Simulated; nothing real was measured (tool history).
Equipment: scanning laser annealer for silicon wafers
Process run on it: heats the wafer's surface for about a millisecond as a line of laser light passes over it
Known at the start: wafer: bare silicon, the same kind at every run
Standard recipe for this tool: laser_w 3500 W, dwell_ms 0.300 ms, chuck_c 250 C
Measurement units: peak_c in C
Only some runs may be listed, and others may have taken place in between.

| run | hour | laser_w | dwell_ms | chuck_c | peak_c |
|---|---|---|---|---|---|
| 1 | 0.0 | 3500 | 0.300 | 250 | 1077 |
| 2 | 10.7 | 3500 | 0.300 | 250 | 1076 |
| 3 | 22.3 | 3500 | 0.317 | 250 | 1098 |
| 4 | 33.4 | 3500 | 0.300 | 250 | 1070 |
| 5 | 50.1 | 3500 | 0.300 | 250 | 1070 |
| 6 | 59.9 | 3500 | 0.300 | 250 | 1070 |
| 7 | 73.3 | 3500 | 0.300 | 250 | 1075 |
| 8 | 81.5 | 3500 | 0.285 | 250 | 1047 |
| 9 | 90.1 | 3500 | 0.300 | 274 | 1098 |
| 10 | 106.0 | 3500 | 0.300 | 274 | 1096 |
| 11 | 119.5 | 3500 | 0.300 | 250 | 1069 |
| 12 | 129.6 | 3500 | 0.300 | 250 | 1070 |
| 13 | 140.4 | 3500 | 0.300 | 250 | 1070 |
| 14 | 156.6 | 3500 | 0.300 | 289 | 1105 |
| 15 | 169.6 | 3500 | 0.300 | 289 | 1104 |
| 16 | 185.1 | 3149 | 0.229 | 251 | 880 |
| 17 | 195.4 | 3027 | 0.229 | 289 | 893 |
| 18 | 212.5 | 3429 | 0.256 | 260 | 989 |
| 19 | 225.4 | 3391 | 0.285 | 262 | 1029 |
| 20 | 238.4 | 3079 | 0.251 | 262 | 907 |
| 21 | 253.0 | 3773 | 0.300 | 250 | 1126 |
| 22 | 269.2 | 3500 | 0.285 | 243 | 1032 |
| 23 | 280.1 | 3500 | 0.248 | 250 | 977 |
| 24 | 294.2 | 3500 | 0.248 | 250 | 979 |
| 25 | 311.1 | 3030 | 0.356 | 250 | 1033 |
| 26 | 322.9 | 3030 | 0.356 | 250 | 1030 |
| 27 | 335.8 | 3632 | 0.236 | 250 | 983 |

Each row is a separate what-if for the run after 27, all from the same tool condition, not one after another. Results?
| A | 342.9 | 3632 | 0.241 | 255 | ? |
| B | 342.9 | 3068 | 0.300 | 282 | ? |
| C | 342.9 | 3163 | 0.302 | 289 | ? |

| run | peak_c |
|---|---|
| A | 998 |
| B | 995 |
| C | 1027 |
Without the tool's hidden state the same runs would have given:
| run | peak_c |
|---|---|
| A | 1032 |
| B | 1029 |
| C | 1061 |

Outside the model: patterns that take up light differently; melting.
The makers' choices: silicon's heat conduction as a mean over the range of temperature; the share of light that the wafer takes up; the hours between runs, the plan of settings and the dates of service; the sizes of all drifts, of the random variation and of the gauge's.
